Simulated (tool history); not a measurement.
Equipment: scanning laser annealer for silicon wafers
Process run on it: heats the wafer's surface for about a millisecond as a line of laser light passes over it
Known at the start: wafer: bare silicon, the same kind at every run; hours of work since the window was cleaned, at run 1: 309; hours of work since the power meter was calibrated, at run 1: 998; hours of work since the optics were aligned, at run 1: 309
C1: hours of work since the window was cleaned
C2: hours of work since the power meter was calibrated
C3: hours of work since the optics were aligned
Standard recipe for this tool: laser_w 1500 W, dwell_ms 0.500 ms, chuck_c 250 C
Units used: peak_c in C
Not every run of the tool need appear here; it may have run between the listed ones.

{"run": 1, "day": 0.0, "laser_w": 1500, "dwell_ms": 0.5, "chuck_c": 250, "C1": 309, "C2": 998, "C3": 309, "peak_c": 1069}
{"run": 2, "day": 1.25, "laser_w": 1500, "dwell_ms": 0.5, "chuck_c": 250, "C1": 325, "C2": 1015, "C3": 325, "peak_c": 1067}
{"run": 3, "day": 2.8, "laser_w": 1500, "dwell_ms": 0.5, "chuck_c": 250, "C1": 346, "C2": 1035, "C3": 346, "peak_c": 1064}
{"run": 4, "day": 4.112, "laser_w": 1500, "dwell_ms": 0.5, "chuck_c": 250, "C1": 363, "C2": 1053, "C3": 363, "peak_c": 1062}
{"run": 5, "day": 5.858, "laser_w": 1500, "dwell_ms": 0.5, "chuck_c": 250, "C1": 386, "C2": 1076, "C3": 386, "peak_c": 1060}
{"run": 6, "day": 7.662, "laser_w": 1649, "dwell_ms": 0.5, "chuck_c": 250, "C1": 410, "C2": 1099, "C3": 410, "peak_c": 1167}
{"run": 7, "day": 8.6, "laser_w": 1649, "dwell_ms": 0.5, "chuck_c": 250, "C1": 422, "C2": 1112, "C3": 422, "peak_c": 1167}
{"run": 8, "day": 9.746, "laser_w": 1649, "dwell_ms": 0.5, "chuck_c": 250, "C1": 437, "C2": 1127, "C3": 437, "peak_c": 1166}
{"run": 9, "day": 11.308, "laser_w": 1523, "dwell_ms": 0.5, "chuck_c": 250, "C1": 458, "C2": 1147, "C3": 458, "peak_c": 1071}
{"run": 10, "day": 12.175, "laser_w": 1523, "dwell_ms": 0.5, "chuck_c": 250, "C1": 470, "C2": 1159, "C3": 470, "peak_c": 1067}
{"day": 12.417, "done": "window over the wafer cleaned"}
{"run": 11, "day": 14.229, "laser_w": 1300, "dwell_ms": 0.375, "chuck_c": 222, "C1": 24, "C2": 1185, "C3": 495, "peak_c": 788}
{"run": 12, "day": 15.058, "laser_w": 1300, "dwell_ms": 0.375, "chuck_c": 222, "C1": 35, "C2": 1196, "C3": 506, "peak_c": 788}
{"run": 13, "day": 16.233, "laser_w": 1286, "dwell_ms": 0.5, "chuck_c": 250, "C1": 50, "C2": 1211, "C3": 522, "peak_c": 901}
{"day": 17.133, "done": "window over the wafer cleaned, once more"}
{"run": 14, "day": 17.533, "laser_w": 1500, "dwell_ms": 0.426, "chuck_c": 250, "C1": 5, "C2": 1227, "C3": 538, "peak_c": 1018}
{"run": 15, "day": 18.429, "laser_w": 1474, "dwell_ms": 0.425, "chuck_c": 278, "C1": 17, "C2": 1239, "C3": 550, "peak_c": 1026}
{"run": 16, "day": 20.35, "laser_w": 1551, "dwell_ms": 0.425, "chuck_c": 231, "C1": 42, "C2": 1265, "C3": 575, "peak_c": 1027}

The next listed run, before its measurement:
{"run": 17, "day": 22.121, "laser_w": 1358, "dwell_ms": 0.425, "chuck_c": 279, "C1": 66, "C2": 1288, "C3": 599, "peak_c": "?"}

peak_c: 947 C
Without the tool's hidden state the same run would have given peak_c 961 C.
